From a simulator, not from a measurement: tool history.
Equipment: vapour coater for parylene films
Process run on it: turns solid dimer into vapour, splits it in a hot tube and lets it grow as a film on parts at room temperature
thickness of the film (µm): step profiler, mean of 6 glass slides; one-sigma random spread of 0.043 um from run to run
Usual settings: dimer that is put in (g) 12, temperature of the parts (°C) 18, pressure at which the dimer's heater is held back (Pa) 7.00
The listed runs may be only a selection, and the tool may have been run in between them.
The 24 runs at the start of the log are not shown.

| run | day | dimer that is put in (g) | temperature of the parts (°C) | pressure at which the dimer's heater is held back (Pa) | thickness of the film (µm) |
|---|---|---|---|---|---|
| 25 | 30.904 | 12 | 27 | 4.12 | 3.26 |
| 26 | 32.521 | 19 | 11 | 7.00 | 8.81 |
| 27 | 33.246 | 16 | 14 | 11.93 | 6.15 |
| 28 | 34.850 | 12 | 25 | 3.09 | 3.56 |
| 29 | 35.600 | 12 | 25 | 3.09 | 3.52 |
|  | 36.104 | table's thermometer calibrated |
|  | 36.938 | trap's valve overhauled |
| 30 | 37.425 | 18 | 24 | 5.87 | 5.80 |
| 31 | 38.317 | 11 | 17 | 5.41 | 4.68 |
| 32 | 39.854 | 11 | 17 | 5.41 | 4.60 |
| 33 | 40.683 | 13 | 18 | 3.98 | 5.33 |
| 34 | 41.392 | 11 | 10 | 3.35 | 6.26 |
| 35 | 42.525 | 11 | 18 | 8.04 | 4.14 |
| 36 | 43.371 | 12 | 30 | 7.00 | 2.86 |
| 37 | 44.504 | 8 | 18 | 4.99 | 3.05 |
| 38 | 46.029 | 8 | 18 | 4.99 | 3.02 |
| 39 | 47.071 | 8 | 18 | 4.99 | 3.02 |

4 options for the next run, each taken on its own from the tool as it stands now. Forecast them:
| A | 48.108 | 6 | 11 | 7.00 | ? |
| B | 48.108 | 7 | 18 | 6.07 | ? |
| C | 48.108 | 10 | 18 | 7.00 | ? |
| D | 48.108 | 7 | 15 | 2.30 | ? |

| run | thickness of the film (µm) |
|---|---|
| A | 2.83 |
| B | 2.54 |
| C | 3.60 |
| D | 3.11 |
Without the tool's unlogged condition, the same runs would have read:
| run | thickness of the film (µm) |
|---|---|
| A | 3.17 |
| B | 2.84 |
| C | 4.04 |
| D | 3.49 |
